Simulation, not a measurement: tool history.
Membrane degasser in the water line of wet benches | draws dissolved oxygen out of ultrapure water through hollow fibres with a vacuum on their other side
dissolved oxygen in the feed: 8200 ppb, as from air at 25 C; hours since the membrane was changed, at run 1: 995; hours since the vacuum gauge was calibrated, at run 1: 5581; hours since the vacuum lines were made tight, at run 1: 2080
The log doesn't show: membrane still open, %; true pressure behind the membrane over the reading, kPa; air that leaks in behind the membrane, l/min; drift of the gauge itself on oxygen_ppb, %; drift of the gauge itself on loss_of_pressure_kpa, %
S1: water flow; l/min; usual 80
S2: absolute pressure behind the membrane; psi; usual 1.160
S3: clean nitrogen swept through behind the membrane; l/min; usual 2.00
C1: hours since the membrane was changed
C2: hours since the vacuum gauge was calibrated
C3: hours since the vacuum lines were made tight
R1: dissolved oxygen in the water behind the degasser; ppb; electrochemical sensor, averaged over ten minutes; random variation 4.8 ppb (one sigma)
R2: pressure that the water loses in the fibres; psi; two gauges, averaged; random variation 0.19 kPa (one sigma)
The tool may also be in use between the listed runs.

| run | hour | S1 | S2 | S3 | C1 | C2 | C3 | R1 | R2 |
|---|---|---|---|---|---|---|---|---|---|
| 1 | 0.0 | 80 | 1.160 | 2.00 | 995 | 5581 | 2080 | 564.3 | 5.845 |
| 2 | 51.0 | 80 | 1.160 | 2.00 | 1046 | 5632 | 2131 | 575.1 | 5.832 |
| 3 | 105.9 | 80 | 1.160 | 2.00 | 1100 | 5687 | 2186 | 562.3 | 5.889 |
|  | 159.3 | vacuum gauge calibrated |
| 4 | 163.1 | 80 | 1.160 | 2.00 | 1157 | 4 | 2243 | 563.1 | 5.770 |
| 5 | 199.9 | 80 | 1.160 | 2.00 | 1194 | 41 | 2280 | 570.5 | 5.815 |
| 6 | 242.6 | 80 | 1.160 | 2.00 | 1237 | 83 | 2322 | 569.6 | 5.790 |
| 7 | 293.6 | 80 | 1.160 | 2.00 | 1288 | 134 | 2373 | 574.3 | 5.849 |
| 8 | 333.5 | 80 | 1.160 | 2.00 | 1328 | 174 | 2413 | 577.2 | 5.864 |
|  | 343.5 | vacuum gauge calibrated, once more |
| 9 | 379.3 | 80 | 1.160 | 2.00 | 1373 | 36 | 2459 | 554.4 | 5.813 |
| 10 | 422.5 | 80 | 1.160 | 2.00 | 1416 | 79 | 2502 | 553.8 | 5.819 |
| 11 | 469.2 | 80 | 1.160 | 2.00 | 1463 | 126 | 2549 | 552.7 | 5.841 |
| 12 | 499.4 | 80 | 1.160 | 2.00 | 1493 | 156 | 2579 | 545.5 | 5.857 |
| 13 | 545.6 | 80 | 1.160 | 5.18 | 1539 | 202 | 2625 | 346.8 | 5.842 |
| 14 | 579.8 | 80 | 1.160 | 5.18 | 1573 | 236 | 2659 | 349.7 | 5.887 |
| 15 | 625.8 | 67 | 1.160 | 2.00 | 1619 | 282 | 2705 | 424.0 | 4.894 |
| 16 | 671.5 | 80 | 1.382 | 1.19 | 1665 | 328 | 2751 | 871.6 | 5.861 |
| 17 | 704.6 | 80 | 1.382 | 1.19 | 1698 | 361 | 2784 | 856.3 | 5.878 |
| 18 | 730.0 | 95 | 1.382 | 2.55 | 1724 | 386 | 2809 | 738.5 | 6.917 |
| 19 | 779.6 | 104 | 1.745 | 2.00 | 1773 | 436 | 2859 | 1143.5 | 7.587 |
| 20 | 805.5 | 104 | 2.695 | 3.52 | 1799 | 462 | 2885 | 1194.9 | 7.568 |
| 21 | 858.8 | 80 | 0.857 | 1.34 | 1852 | 515 | 2938 | 479.4 | 5.810 |
| 22 | 901.9 | 107 | 0.857 | 1.34 | 1895 | 558 | 2981 | 729.6 | 7.849 |
| 23 | 957.8 | 107 | 0.792 | 2.44 | 1951 | 614 | 3037 | 583.7 | 7.894 |
| 24 | 1010.6 | 80 | 1.160 | 2.52 | 2004 | 667 | 3090 | 490.1 | 5.910 |
| 25 | 1057.2 | 80 | 1.160 | 2.52 | 2051 | 714 | 3137 | 490.6 | 5.883 |
| 26 | 1111.3 | 58 | 2.215 | 0.91 | 2105 | 768 | 3191 | 1264.2 | 4.223 |
| 27 | 1167.2 | 83 | 1.772 | 5.02 | 2161 | 824 | 3247 | 533.3 | 6.154 |
| 28 | 1218.9 | 83 | 1.772 | 5.02 | 2212 | 875 | 3298 | 536.9 | 6.054 |
| 29 | 1246.0 | 83 | 1.772 | 5.02 | 2240 | 902 | 3325 | 532.2 | 6.093 |

Measured less the same run without the tool's hidden state. The same run-to-run variation is in both; the gauge's scatter may not be:
| run | R1 | R2 |
|---|---|---|
| 1 | +24.6 | +0.039 |
| 2 | +25.5 | +0.041 |
| 3 | +25.4 | +0.044 |
| 4 | +28.3 | +0.045 |
| 5 | +28.9 | +0.048 |
| 6 | +29.3 | +0.049 |
| 7 | +29.8 | +0.052 |
| 8 | +30.3 | +0.052 |
| 9 | +5.3 | +0.055 |
| 10 | +5.6 | +0.057 |
| 11 | +6.0 | +0.058 |
| 12 | +6.2 | +0.059 |
| 13 | +7.2 | +0.061 |
| 14 | +7.5 | +0.062 |
| 15 | +4.9 | +0.054 |
| 16 | +6.6 | +0.067 |
| 17 | +6.8 | +0.067 |
| 18 | +11.2 | +0.081 |
| 19 | +12.5 | +0.091 |
| 20 | +12.8 | +0.093 |
| 21 | +9.7 | +0.073 |
| 22 | +15.9 | +0.100 |
| 23 | +16.8 | +0.104 |
| 24 | +10.5 | +0.080 |
| 25 | +11.0 | +0.083 |
| 26 | +4.7 | +0.059 |
| 27 | +12.2 | +0.090 |
| 28 | +12.6 | +0.091 |
| 29 | +12.7 | +0.094 |
